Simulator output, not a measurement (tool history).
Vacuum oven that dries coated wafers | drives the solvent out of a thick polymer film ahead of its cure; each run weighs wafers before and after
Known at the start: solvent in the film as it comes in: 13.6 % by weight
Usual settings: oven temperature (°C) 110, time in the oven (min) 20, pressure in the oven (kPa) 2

run,day,oven temperature (°C),time in the oven (min),pressure in the oven (kPa),solvent left in the film (%)
1,0,110,20,2,3.51
2,0.383,110,20,3.32,4.56
3,0.717,110,20,3.32,4.51
4,1.233,110,20,3.32,4.64
5,1.612,112,20,3.32,4.16
6,2.025,112,20,3.32,4.06
7,2.417,110,27,2,2.9
8,2.708,110,27,2,2.85
9,3.017,110,27,2,2.98
10,3.525,121,27,2,1.45
11,3.946,121,27,2,1.44
12,4.388,121,27,2,1.35
13,4.783,105,15,2,5.88
14,5.275,125,15,4.64,2.95
15,5.542,111,15,2.84,4.86
16,5.979,112,19,2.27,3.43
17,6.496,110,22,4.57,5.6
18,6.85,107,28,1.32,2.9
19,7.225,110,23,5,5.76
20,7.65,98,14,2.75,8.6
21,8.121,98,14,2.75,8.84
22,8.508,111,34,1.34,1.88
23,8.758,110,23,2,3.27

Forecast each of these 5 alternatives for the next run:
A,9.108,110,20,4.45,?
B,9.108,110,12,6.33,?
C,9.108,110,13,6.25,?
D,9.108,101,20,2,?
E,9.108,110,23,5.85,?

run,solvent left in the film (%)
A,5.6
B,8.08
C,7.95
D,6.29
E,6.65
Without the tool's hidden state the same runs would have given:
run,solvent left in the film (%)
A,4.81
B,7.24
C,7.1
D,5.41
E,5.82
